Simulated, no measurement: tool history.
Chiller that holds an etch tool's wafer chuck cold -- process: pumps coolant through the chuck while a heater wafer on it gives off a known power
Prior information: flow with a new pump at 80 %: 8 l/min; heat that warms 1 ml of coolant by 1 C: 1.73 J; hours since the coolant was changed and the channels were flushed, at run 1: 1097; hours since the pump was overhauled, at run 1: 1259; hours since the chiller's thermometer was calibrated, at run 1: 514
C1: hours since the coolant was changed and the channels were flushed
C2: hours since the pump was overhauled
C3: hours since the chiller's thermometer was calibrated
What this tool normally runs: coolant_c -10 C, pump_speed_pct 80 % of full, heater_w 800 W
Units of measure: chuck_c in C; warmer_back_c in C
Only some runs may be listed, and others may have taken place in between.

run 1 hour=0 | coolant_c=-10 pump_speed_pct=80 heater_w=800 | C1=1097 C2=1259 C3=514 | chuck_c=-2.4 warmer_back_c=3.52
run 2 hour=16.6 | coolant_c=-10 pump_speed_pct=80 heater_w=800 | C1=1114 C2=1276 C3=530 | chuck_c=-2.2 warmer_back_c=3.48
run 3 hour=45.9 | coolant_c=-9 pump_speed_pct=80 heater_w=800 | C1=1143 C2=1305 C3=560 | chuck_c=-1.2 warmer_back_c=3.52
run 4 hour=63.7 | coolant_c=-9 pump_speed_pct=80 heater_w=800 | C1=1161 C2=1323 C3=577 | chuck_c=-1.4 warmer_back_c=3.47
run 5 hour=85.2 | coolant_c=-9 pump_speed_pct=80 heater_w=800 | C1=1182 C2=1345 C3=599 | chuck_c=-1.2 warmer_back_c=3.55
run 6 hour=112 | coolant_c=-9 pump_speed_pct=80 heater_w=800 | C1=1209 C2=1371 C3=626 | chuck_c=-1.2 warmer_back_c=3.47
run 7 hour=143.3 | coolant_c=-9 pump_speed_pct=80 heater_w=800 | C1=1240 C2=1403 C3=657 | chuck_c=-1.3 warmer_back_c=3.53
run 8 hour=164.7 | coolant_c=-9 pump_speed_pct=80 heater_w=800 | C1=1262 C2=1424 C3=678 | chuck_c=-1.1 warmer_back_c=3.51
run 9 hour=189.3 | coolant_c=-13 pump_speed_pct=80 heater_w=800 | C1=1286 C2=1449 C3=703 | chuck_c=-5.2 warmer_back_c=3.54
run 10 hour=213.2 | coolant_c=-13 pump_speed_pct=74 heater_w=614 | C1=1310 C2=1473 C3=727 | chuck_c=-6.6 warmer_back_c=2.88

Here are 3 independent what-if runs from the current tool condition. What would each one return?
run A hour=247.6 | coolant_c=-7 pump_speed_pct=73 heater_w=734 | C1=1345 C2=1507 C3=761 | chuck_c=? warmer_back_c=?
run B hour=247.6 | coolant_c=-10 pump_speed_pct=80 heater_w=417 | C1=1345 C2=1507 C3=761 | chuck_c=? warmer_back_c=?
run C hour=247.6 | coolant_c=-9 pump_speed_pct=99 heater_w=1115 | C1=1345 C2=1507 C3=761 | chuck_c=? warmer_back_c=?

run=A chuck_c=0.8 warmer_back_c=3.48
run=B chuck_c=-6.2 warmer_back_c=1.81
run=C chuck_c=0.1 warmer_back_c=3.92
Take away the tool's hidden state, keep each run's random variation, and the runs would have read:
run=A chuck_c=0.6 warmer_back_c=3.43
run=B chuck_c=-6.3 warmer_back_c=1.79
run=C chuck_c=-0.2 warmer_back_c=3.87

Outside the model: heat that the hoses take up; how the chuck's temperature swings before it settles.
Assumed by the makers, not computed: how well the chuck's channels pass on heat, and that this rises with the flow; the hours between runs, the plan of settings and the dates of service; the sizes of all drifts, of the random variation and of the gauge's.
